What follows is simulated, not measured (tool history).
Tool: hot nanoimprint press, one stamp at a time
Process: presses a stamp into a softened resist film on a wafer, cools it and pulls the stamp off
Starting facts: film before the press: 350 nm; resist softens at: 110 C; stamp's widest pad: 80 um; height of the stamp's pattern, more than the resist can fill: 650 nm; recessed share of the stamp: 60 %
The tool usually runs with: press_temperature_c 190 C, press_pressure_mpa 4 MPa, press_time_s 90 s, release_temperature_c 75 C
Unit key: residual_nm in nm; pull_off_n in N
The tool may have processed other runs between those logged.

Run 1, hour 0: usual settings. Result: residual_nm 171.4 nm, pull_off_n 245 N.
Run 2, hour 27: usual settings. Result: residual_nm 168.9 nm, pull_off_n 250 N.
Run 3, hour 59.7: usual settings but press_time_s 135 s. Result: residual_nm 148 nm, pull_off_n 263 N.
Run 4, hour 125.1: usual settings. Result: residual_nm 169.8 nm, pull_off_n 273 N.
Run 5, hour 156.8: usual settings. Result: residual_nm 171.8 nm, pull_off_n 267 N.
Run 6, hour 219.8: usual settings but press_temperature_c 179 C. Result: residual_nm 257.2 nm, pull_off_n 270 N.
Run 7, hour 263.1: usual settings but press_temperature_c 179 C. Result: residual_nm 251.5 nm, pull_off_n 285 N.
Run 8, hour 295.6: usual settings but press_temperature_c 179 C. Result: residual_nm 255.7 nm, pull_off_n 278 N.
Run 9, hour 346.5: usual settings but press_temperature_c 179 C. Result: residual_nm 252.8 nm, pull_off_n 286 N.
Run 10, hour 398.9: usual settings but press_temperature_c 199 C. Result: residual_nm 111.3 nm, pull_off_n 301 N.
At hour 410.5: stamp cleaned and given a new release coat.
Run 11, hour 468.6: usual settings but press_temperature_c 199 C. Result: residual_nm 113.4 nm, pull_off_n 237 N.
At hour 498.5: plate thermocouple calibrated.
Run 12, hour 502.5: usual settings but release_temperature_c 66 C. Result: residual_nm 172.6 nm, pull_off_n 284 N.
Run 13, hour 563.7: usual settings but press_temperature_c 185 C, press_pressure_mpa 4.49 MPa, release_temperature_c 61 C. Result: residual_nm 200.9 nm, pull_off_n 309 N.
Run 14, hour 606.6: usual settings but press_pressure_mpa 3.27 MPa, release_temperature_c 70 C. Result: residual_nm 187.1 nm, pull_off_n 279 N.
Run 15, hour 664.1: usual settings but press_temperature_c 191 C, press_time_s 83 s. Result: residual_nm 168.2 nm, pull_off_n 268 N.
Run 16, hour 727.2: usual settings but press_temperature_c 195 C, press_time_s 112 s. Result: residual_nm 126.5 nm, pull_off_n 275 N.
Run 17, hour 756.1: usual settings but press_temperature_c 191 C, press_pressure_mpa 2.96 MPa, press_time_s 47 s, release_temperature_c 65 C. Result: residual_nm 226.4 nm, pull_off_n 319 N.
Run 18, hour 812.2: usual settings but press_temperature_c 201 C, press_pressure_mpa 2.64 MPa, press_time_s 64 s. Result: residual_nm 147.7 nm, pull_off_n 286 N.
At hour 862.4: press's hydraulic seals changed and the load cell set to zero.
Run 19, hour 874.2: usual settings but press_temperature_c 192 C, press_pressure_mpa 4.2 MPa, press_time_s 96 s, release_temperature_c 82 C. Result: residual_nm 141.1 nm, pull_off_n 274 N.
Run 20, hour 916.2: usual settings but press_temperature_c 193 C, press_pressure_mpa 4.06 MPa, press_time_s 147 s, release_temperature_c 63 C. Result: residual_nm 116.1 nm, pull_off_n 357 N.
At hour 925: stamp cleaned and given a new release coat.
Run 21, hour 968: usual settings but press_pressure_mpa 5.59 MPa, release_temperature_c 65 C. Result: residual_nm 135.4 nm, pull_off_n 268 N.
Run 22, hour 1015.9: usual settings but press_pressure_mpa 2.59 MPa, release_temperature_c 74 C. Result: residual_nm 193.6 nm, pull_off_n 251 N.
Run 23, hour 1070.1: usual settings but press_temperature_c 198 C, press_pressure_mpa 4.86 MPa, release_temperature_c 61 C. Result: residual_nm 101.3 nm, pull_off_n 288 N.

4 options for the next run, each taken on its own from the tool as it stands now. Forecast them:
At hour 1097.1: plate thermocouple calibrated.
Run A, hour 1132.6: usual settings but press_pressure_mpa 5.07 MPa, press_time_s 135 s, release_temperature_c 71 C. Result: residual_nm ?, pull_off_n ?.
At hour 1097.1: plate thermocouple calibrated.
Run B, hour 1132.6: usual settings but press_temperature_c 186 C, press_pressure_mpa 4.86 MPa, press_time_s 177 s, release_temperature_c 76 C. Result: residual_nm ?, pull_off_n ?.
At hour 1097.1: plate thermocouple calibrated.
Run C, hour 1132.6: usual settings but press_temperature_c 191 C, press_pressure_mpa 4.25 MPa, release_temperature_c 65 C. Result: residual_nm ?, pull_off_n ?.
At hour 1097.1: plate thermocouple calibrated.
Run D, hour 1132.6: usual settings but press_temperature_c 198 C, press_pressure_mpa 4.19 MPa, release_temperature_c 61 C. Result: residual_nm ?, pull_off_n ?.

run  residual_nm  pull_off_n
  A        128.2         280
  B        141.2         268
  C        154.9         295
  D        115.6         310
Stripped of hidden state, with their random variation kept, the same runs would have yielded:
run  residual_nm  pull_off_n
  A        126.3         252
  B        139.2         241
  C        153.1         265
  D        114.2         279
